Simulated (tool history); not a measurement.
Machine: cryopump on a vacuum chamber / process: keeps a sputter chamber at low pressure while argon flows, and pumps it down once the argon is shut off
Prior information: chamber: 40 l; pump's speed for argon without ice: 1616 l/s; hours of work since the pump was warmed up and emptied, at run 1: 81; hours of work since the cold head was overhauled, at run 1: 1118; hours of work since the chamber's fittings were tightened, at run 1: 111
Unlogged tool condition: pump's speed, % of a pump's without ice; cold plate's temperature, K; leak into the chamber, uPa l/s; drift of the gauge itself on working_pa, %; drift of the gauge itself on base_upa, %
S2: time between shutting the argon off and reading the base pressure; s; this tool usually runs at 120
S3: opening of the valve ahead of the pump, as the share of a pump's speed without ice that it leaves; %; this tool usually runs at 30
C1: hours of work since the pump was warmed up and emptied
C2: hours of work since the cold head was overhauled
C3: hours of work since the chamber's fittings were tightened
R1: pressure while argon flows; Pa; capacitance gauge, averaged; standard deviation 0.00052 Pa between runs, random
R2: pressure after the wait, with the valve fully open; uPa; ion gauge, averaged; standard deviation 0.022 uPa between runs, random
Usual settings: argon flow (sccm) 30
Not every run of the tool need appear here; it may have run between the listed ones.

{"run": 1, "day": 0.0, "argon flow (sccm)": 30, "S2": 120, "S3": 30, "C1": 81, "C2": 1118, "C3": 111, "R1": 0.1058, "R2": 0.84}
{"run": 2, "day": 2.125, "argon flow (sccm)": 30, "S2": 120, "S3": 48, "C1": 105, "C2": 1141, "C3": 135, "R1": 0.0665, "R2": 0.85}
{"run": 3, "day": 3.792, "argon flow (sccm)": 21, "S2": 120, "S3": 30, "C1": 123, "C2": 1160, "C3": 153, "R1": 0.074, "R2": 0.88}
{"run": 4, "day": 6.317, "argon flow (sccm)": 21, "S2": 120, "S3": 30, "C1": 151, "C2": 1187, "C3": 181, "R1": 0.0737, "R2": 0.87}
{"run": 5, "day": 7.512, "argon flow (sccm)": 22, "S2": 120, "S3": 30, "C1": 164, "C2": 1201, "C3": 194, "R1": 0.0772, "R2": 0.91}
{"run": 6, "day": 8.7, "argon flow (sccm)": 22, "S2": 120, "S3": 30, "C1": 177, "C2": 1214, "C3": 207, "R1": 0.0771, "R2": 0.89}
{"run": 7, "day": 9.933, "argon flow (sccm)": 22, "S2": 120, "S3": 30, "C1": 190, "C2": 1227, "C3": 221, "R1": 0.0772, "R2": 0.93}
{"run": 8, "day": 11.029, "argon flow (sccm)": 22, "S2": 120, "S3": 30, "C1": 202, "C2": 1239, "C3": 233, "R1": 0.0776, "R2": 0.97}
{"run": 9, "day": 12.583, "argon flow (sccm)": 22, "S2": 120, "S3": 30, "C1": 220, "C2": 1256, "C3": 250, "R1": 0.0773, "R2": 0.98}
{"run": 10, "day": 14.138, "argon flow (sccm)": 22, "S2": 120, "S3": 30, "C1": 237, "C2": 1273, "C3": 267, "R1": 0.0785, "R2": 0.98}
{"run": 11, "day": 15.425, "argon flow (sccm)": 22, "S2": 120, "S3": 30, "C1": 251, "C2": 1288, "C3": 281, "R1": 0.0789, "R2": 0.98}
{"run": 12, "day": 17.333, "argon flow (sccm)": 19, "S2": 35, "S3": 54, "C1": 272, "C2": 1308, "C3": 302, "R1": 0.0371, "R2": 2.17}
{"run": 13, "day": 18.921, "argon flow (sccm)": 19, "S2": 35, "S3": 54, "C1": 289, "C2": 1326, "C3": 319, "R1": 0.0383, "R2": 2.26}
{"run": 14, "day": 21.175, "argon flow (sccm)": 19, "S2": 21, "S3": 54, "C1": 314, "C2": 1351, "C3": 344, "R1": 0.0386, "R2": 3.4}
{"run": 15, "day": 23.183, "argon flow (sccm)": 40, "S2": 214, "S3": 17, "C1": 336, "C2": 1373, "C3": 366, "R1": 0.2497, "R2": 0.9}

Expected results for the next run?
{"run": 16, "day": 24.362, "argon flow (sccm)": 47, "S2": 32, "S3": 35, "C1": 349, "C2": 1386, "C3": 379, "R1": "?", "R2": "?"}

R1: 0.1436 Pa
R2: 2.44 uPa
If the tool had no hidden condition, the same run with the same run-to-run variation would have returned R1 0.1397 Pa, R2 1.99 uPa.
